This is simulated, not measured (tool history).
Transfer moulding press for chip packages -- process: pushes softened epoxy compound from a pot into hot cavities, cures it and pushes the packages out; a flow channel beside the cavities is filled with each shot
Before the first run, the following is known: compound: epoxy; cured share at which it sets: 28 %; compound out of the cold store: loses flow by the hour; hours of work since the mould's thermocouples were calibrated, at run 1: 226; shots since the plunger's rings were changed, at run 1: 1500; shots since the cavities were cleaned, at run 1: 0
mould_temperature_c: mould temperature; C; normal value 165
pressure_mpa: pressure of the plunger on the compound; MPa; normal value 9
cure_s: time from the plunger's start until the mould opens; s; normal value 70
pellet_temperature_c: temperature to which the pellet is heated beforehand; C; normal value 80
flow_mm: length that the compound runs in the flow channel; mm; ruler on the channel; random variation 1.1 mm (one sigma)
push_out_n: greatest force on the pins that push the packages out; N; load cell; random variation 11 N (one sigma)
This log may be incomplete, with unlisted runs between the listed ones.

| run | hour | mould_temperature_c | pressure_mpa | cure_s | pellet_temperature_c | hours of work since the mould's thermocouples were calibrated | shots since the plunger's rings were changed | shots since the cavities were cleaned | incoming compound's hours out of the cold store | flow_mm | push_out_n |
|---|---|---|---|---|---|---|---|---|---|---|---|
| 1 | 0 | 165 | 9 | 70 | 80 | 226 | 1500 | 0 | 12.9 | 563 | 549 |
| 2 | 15.7 | 165 | 10.04 | 70 | 80 | 233 | 1656 | 156 | 12.7 | 595 | 647 |
| 3 | 27.7 | 165 | 10.04 | 70 | 80 | 239 | 1776 | 276 | 41.3 | 498 | 661 |
| 4 | 49.3 | 165 | 10.04 | 70 | 80 | 249 | 1990 | 490 | 39.2 | 502 | 734 |
| 5 | 62.4 | 165 | 10.04 | 70 | 80 | 255 | 2120 | 620 | 44.2 | 487 | 753 |
| 6 | 82.7 | 165 | 10.04 | 70 | 80 | 265 | 2322 | 822 | 18.7 | 565 | 855 |
| 7 | 99.4 | 165 | 10.04 | 70 | 80 | 273 | 2488 | 988 | 14.3 | 580 | 884 |
|  | 111.9 | cavities cleaned with cleaning compound and waxed |
| 8 | 112.4 | 165 | 10.04 | 70 | 80 | 278 | 2602 | 5 | 34.4 | 512 | 990 |
| 9 | 129 | 165 | 9 | 82 | 80 | 286 | 2766 | 169 | 25.9 | 510 | 782 |
| 10 | 141.8 | 165 | 7.57 | 82 | 80 | 292 | 2893 | 296 | 39.4 | 430 | 754 |
| 11 | 153.1 | 165 | 7.57 | 82 | 80 | 298 | 3006 | 409 | 11 | 508 | 752 |
| 12 | 165.5 | 165 | 10.96 | 70 | 80 | 303 | 3129 | 532 | 24.2 | 564 | 893 |
| 13 | 185.2 | 165 | 9 | 70 | 78 | 313 | 3324 | 727 | 46.6 | 446 | 870 |
|  | 202 | cavities cleaned with cleaning compound and waxed, once more |
| 14 | 202 | 165 | 9 | 70 | 78 | 320 | 3477 | 0 | 36.5 | 472 | 499 |
|  | 208.1 | plunger's sealing rings changed |
| 15 | 218.1 | 165 | 9 | 70 | 80 | 326 | 99 | 134 | 23.6 | 535 | 605 |
| 16 | 228.4 | 165 | 8.01 | 89 | 80 | 331 | 202 | 237 | 46.7 | 440 | 527 |
| 17 | 244.3 | 165 | 8.01 | 89 | 80 | 339 | 359 | 394 | 41.7 | 452 | 570 |
| 18 | 264 | 165 | 8.01 | 89 | 80 | 348 | 555 | 590 | 33.9 | 471 | 623 |
|  | 277.3 | mould's thermocouples calibrated |
| 19 | 288.3 | 165 | 8.01 | 89 | 80 | 5 | 777 | 812 | 36 | 464 | 620 |
| 20 | 309 | 165 | 8.01 | 89 | 73 | 15 | 982 | 1017 | 31.5 | 478 | 632 |
|  | 319.2 | cavities cleaned with cleaning compound and waxed |
| 21 | 331.6 | 170 | 7.31 | 70 | 80 | 25 | 1191 | 122 | 11.1 | 507 | 501 |
| 22 | 347.4 | 163 | 10.59 | 70 | 80 | 32 | 1348 | 279 | 23.7 | 573 | 824 |
| 23 | 369.4 | 171 | 10.09 | 56 | 77 | 43 | 1567 | 498 | 11.5 | 590 | 915 |
| 24 | 379.3 | 171 | 8.12 | 79 | 81 | 47 | 1665 | 596 | 22 | 498 | 598 |
| 25 | 401.2 | 167 | 9 | 64 | 80 | 58 | 1883 | 814 | 45.3 | 459 | 850 |
| 26 | 417.2 | 165 | 7.89 | 70 | 85 | 65 | 2041 | 972 | 41.3 | 439 | 772 |
|  | 430.7 | cavities cleaned with cleaning compound and waxed |
| 27 | 432.4 | 165 | 7.89 | 70 | 85 | 72 | 2177 | 16 | 29 | 471 | 556 |
| 28 | 445.8 | 165 | 7.89 | 70 | 85 | 78 | 2311 | 150 | 10.5 | 525 | 653 |
| 29 | 467.9 | 165 | 10.56 | 93 | 89 | 89 | 2530 | 369 | 38.5 | 511 | 547 |

Here are 4 independent what-if runs from the current tool condition. What would each one return?
| A | 486.5 | 169 | 10.1 | 93 | 89 | 97 | 2715 | 554 | 37.6 | ? | ? |
| B | 486.5 | 157 | 10.56 | 93 | 90 | 97 | 2715 | 554 | 34 | ? | ? |
| C | 486.5 | 165 | 10.56 | 61 | 74 | 97 | 2715 | 554 | 13.8 | ? | ? |
| D | 486.5 | 165 | 10.56 | 58 | 74 | 97 | 2715 | 554 | 20.7 | ? | ? |

| run | flow_mm | push_out_n |
|---|---|---|
| A | 500 | 551 |
| B | 535 | 740 |
| C | 594 | 1099 |
| D | 570 | 1278 |
Take away the tool's hidden state, keep each run's random variation, and the runs would have read:
| run | flow_mm | push_out_n |
|---|---|---|
| A | 521 | 367 |
| B | 557 | 502 |
| C | 619 | 746 |
| D | 594 | 871 |

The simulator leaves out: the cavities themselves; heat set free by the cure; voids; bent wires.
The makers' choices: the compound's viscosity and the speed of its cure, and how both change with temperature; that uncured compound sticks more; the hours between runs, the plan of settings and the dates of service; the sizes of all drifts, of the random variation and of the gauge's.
